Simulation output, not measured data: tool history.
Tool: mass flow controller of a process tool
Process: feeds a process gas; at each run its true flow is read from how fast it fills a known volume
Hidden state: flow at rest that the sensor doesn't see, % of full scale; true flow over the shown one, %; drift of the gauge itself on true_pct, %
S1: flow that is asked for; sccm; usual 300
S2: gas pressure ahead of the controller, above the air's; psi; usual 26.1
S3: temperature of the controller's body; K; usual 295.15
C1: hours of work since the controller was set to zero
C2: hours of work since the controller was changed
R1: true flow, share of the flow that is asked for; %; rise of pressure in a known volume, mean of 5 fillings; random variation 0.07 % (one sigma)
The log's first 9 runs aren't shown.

run 10 hour=2142.3 | S1=123 S2=26.1 S3=295.15 | C1=2814 C2=2814 | R1=99.76
run 11 hour=2334 | S1=123 S2=26.1 S3=295.15 | C1=2935 C2=2935 | R1=100.04
run 12 hour=2610.7 | S1=123 S2=26.1 S3=295.15 | C1=3109 C2=3109 | R1=100.15
run 13 hour=2945.1 | S1=123 S2=26.1 S3=295.15 | C1=3320 C2=3320 | R1=100.42
run 14 hour=3093.8 | S1=300 S2=26.1 S3=295.15 | C1=3414 C2=3414 | R1=101.4
run 15 hour=3340.6 | S1=300 S2=26 S3=295.15 | C1=3570 C2=3570 | R1=101.49
-- hour=3408.1 gauge calibrated
run 16 hour=3552.3 | S1=300 S2=26 S3=295.15 | C1=3704 C2=3704 | R1=99.03
run 17 hour=3849.3 | S1=160 S2=36 S3=306.15 | C1=3891 C2=3891 | R1=99.14
run 18 hour=3998.2 | S1=300 S2=26.1 S3=310.15 | C1=3985 C2=3985 | R1=100.48
run 19 hour=4174.1 | S1=300 S2=26.1 S3=310.15 | C1=4096 C2=4096 | R1=100.71
run 20 hour=4458.9 | S1=300 S2=30.5 S3=299.15 | C1=4276 C2=4276 | R1=100.03
run 21 hour=4732 | S1=248 S2=36.3 S3=295.15 | C1=4448 C2=4448 | R1=99.43
run 22 hour=5014 | S1=248 S2=36.3 S3=295.15 | C1=4626 C2=4626 | R1=99.61
run 23 hour=5286.7 | S1=248 S2=36.3 S3=295.15 | C1=4798 C2=4798 | R1=99.71
run 24 hour=5477.8 | S1=51 S2=26.1 S3=296.15 | C1=4918 C2=4918 | R1=99.49
run 25 hour=5707.6 | S1=367 S2=23.6 S3=300.15 | C1=5063 C2=5063 | R1=101.68
run 26 hour=5981 | S1=367 S2=24.5 S3=293.15 | C1=5236 C2=5236 | R1=101.17
run 27 hour=6203.3 | S1=367 S2=24.5 S3=295.15 | C1=5376 C2=5376 | R1=101.49
run 28 hour=6426 | S1=78 S2=26.7 S3=295.15 | C1=5517 C2=5517 | R1=100.16
run 29 hour=6679.5 | S1=78 S2=26.7 S3=295.15 | C1=5677 C2=5677 | R1=100.39
run 30 hour=6845.6 | S1=490 S2=26.1 S3=295.15 | C1=5781 C2=5781 | R1=102.46
run 31 hour=7015.3 | S1=222 S2=23.9 S3=294.15 | C1=5888 C2=5888 | R1=101.4
run 32 hour=7315.2 | S1=336 S2=39.7 S3=295.15 | C1=6078 C2=6078 | R1=101.52

Forecast each of these 4 alternatives for the next run:
run A hour=7516.3 | S1=95 S2=23.5 S3=303.15 | C1=6205 C2=6205 | R1=?
run B hour=7516.3 | S1=153 S2=30.5 S3=295.15 | C1=6205 C2=6205 | R1=?
run C hour=7516.3 | S1=158 S2=26.1 S3=295.15 | C1=6205 C2=6205 | R1=?
run D hour=7516.3 | S1=109 S2=39.7 S3=295.15 | C1=6205 C2=6205 | R1=?

run=A R1=102.06
run=B R1=101.29
run=C R1=101.54
run=D R1=100.78
Without the tool's hidden state the same runs would have given:
run=A R1=98.86
run=B R1=98.11
run=C R1=98.34
run=D R1=97.62
